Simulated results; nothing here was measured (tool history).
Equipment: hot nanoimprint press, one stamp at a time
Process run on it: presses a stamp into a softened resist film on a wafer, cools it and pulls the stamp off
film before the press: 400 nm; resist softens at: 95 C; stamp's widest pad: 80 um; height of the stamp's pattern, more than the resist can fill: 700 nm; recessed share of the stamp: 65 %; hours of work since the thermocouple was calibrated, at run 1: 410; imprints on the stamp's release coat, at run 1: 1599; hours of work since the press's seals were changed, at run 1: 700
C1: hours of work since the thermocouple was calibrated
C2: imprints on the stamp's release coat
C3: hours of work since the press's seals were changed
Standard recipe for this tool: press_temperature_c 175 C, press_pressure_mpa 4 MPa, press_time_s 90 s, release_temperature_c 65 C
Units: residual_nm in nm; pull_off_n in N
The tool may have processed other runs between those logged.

{"run": 1, "day": 0.0, "press_temperature_c": 175, "press_pressure_mpa": 4, "press_time_s": 90, "release_temperature_c": 65, "C1": 410, "C2": 1599, "C3": 700, "residual_nm": 188.3, "pull_off_n": 118}
{"run": 2, "day": 3.671, "press_temperature_c": 175, "press_pressure_mpa": 4, "press_time_s": 90, "release_temperature_c": 65, "C1": 468, "C2": 1823, "C3": 758, "residual_nm": 188.7, "pull_off_n": 117}
{"run": 3, "day": 6.417, "press_temperature_c": 175, "press_pressure_mpa": 4, "press_time_s": 90, "release_temperature_c": 65, "C1": 511, "C2": 1990, "C3": 800, "residual_nm": 188.2, "pull_off_n": 118}
{"day": 8.15, "done": "plate thermocouple calibrated"}
{"day": 9.488, "done": "stamp cleaned and given a new release coat"}
{"run": 4, "day": 9.488, "press_temperature_c": 175, "press_pressure_mpa": 4, "press_time_s": 90, "release_temperature_c": 65, "C1": 17, "C2": 0, "C3": 843, "residual_nm": 188.5, "pull_off_n": 117}
{"run": 5, "day": 12.421, "press_temperature_c": 175, "press_pressure_mpa": 4, "press_time_s": 90, "release_temperature_c": 65, "C1": 63, "C2": 178, "C3": 888, "residual_nm": 187, "pull_off_n": 120}
{"run": 6, "day": 15.017, "press_temperature_c": 175, "press_pressure_mpa": 4, "press_time_s": 90, "release_temperature_c": 65, "C1": 103, "C2": 337, "C3": 929, "residual_nm": 187.7, "pull_off_n": 119}
{"day": 17.45, "done": "press's hydraulic seals changed and the load cell set to zero"}
{"run": 7, "day": 18.992, "press_temperature_c": 175, "press_pressure_mpa": 4, "press_time_s": 90, "release_temperature_c": 65, "C1": 160, "C2": 559, "C3": 24, "residual_nm": 186.4, "pull_off_n": 119}
{"run": 8, "day": 22.538, "press_temperature_c": 175, "press_pressure_mpa": 4, "press_time_s": 90, "release_temperature_c": 65, "C1": 216, "C2": 775, "C3": 80, "residual_nm": 186.7, "pull_off_n": 119}
{"run": 9, "day": 26.312, "press_temperature_c": 182, "press_pressure_mpa": 6, "press_time_s": 59, "release_temperature_c": 65, "C1": 275, "C2": 1005, "C3": 139, "residual_nm": 135.4, "pull_off_n": 118}
{"run": 10, "day": 28.912, "press_temperature_c": 182, "press_pressure_mpa": 3.63, "press_time_s": 59, "release_temperature_c": 65, "C1": 316, "C2": 1163, "C3": 179, "residual_nm": 180.1, "pull_off_n": 122}
{"run": 11, "day": 30.829, "press_temperature_c": 182, "press_pressure_mpa": 3.63, "press_time_s": 59, "release_temperature_c": 65, "C1": 346, "C2": 1280, "C3": 209, "residual_nm": 180.3, "pull_off_n": 117}
{"run": 12, "day": 32.925, "press_temperature_c": 171, "press_pressure_mpa": 3.63, "press_time_s": 59, "release_temperature_c": 65, "C1": 378, "C2": 1408, "C3": 242, "residual_nm": 251.1, "pull_off_n": 118}
{"run": 13, "day": 35.033, "press_temperature_c": 183, "press_pressure_mpa": 4, "press_time_s": 90, "release_temperature_c": 58, "C1": 411, "C2": 1536, "C3": 275, "residual_nm": 143.2, "pull_off_n": 134}
{"run": 14, "day": 37.596, "press_temperature_c": 177, "press_pressure_mpa": 5.56, "press_time_s": 82, "release_temperature_c": 57, "C1": 451, "C2": 1693, "C3": 315, "residual_nm": 148.6, "pull_off_n": 137}
{"run": 15, "day": 39.496, "press_temperature_c": 175, "press_pressure_mpa": 3.12, "press_time_s": 90, "release_temperature_c": 65, "C1": 481, "C2": 1808, "C3": 345, "residual_nm": 212.1, "pull_off_n": 120}

Here are 3 independent what-if runs from the current tool condition. What would each one return?
{"run": "A", "day": 42.375, "press_temperature_c": 175, "press_pressure_mpa": 2.85, "press_time_s": 174, "release_temperature_c": 52, "C1": 526, "C2": 1984, "C3": 390, "residual_nm": "?", "pull_off_n": "?"}
{"run": "B", "day": 42.375, "press_temperature_c": 175, "press_pressure_mpa": 3.81, "press_time_s": 107, "release_temperature_c": 55, "C1": 526, "C2": 1984, "C3": 390, "residual_nm": "?", "pull_off_n": "?"}
{"run": "C", "day": 42.375, "press_temperature_c": 175, "press_pressure_mpa": 5.57, "press_time_s": 90, "release_temperature_c": 65, "C1": 526, "C2": 1984, "C3": 390, "residual_nm": "?", "pull_off_n": "?"}

run=A residual_nm=180.4 pull_off_n=145
run=B residual_nm=178.4 pull_off_n=139
run=C residual_nm=153.7 pull_off_n=116
Had the tool no hidden state, the same runs would have come out as:
run=A residual_nm=184.3 pull_off_n=143
run=B residual_nm=182.2 pull_off_n=137
run=C residual_nm=156.9 pull_off_n=114
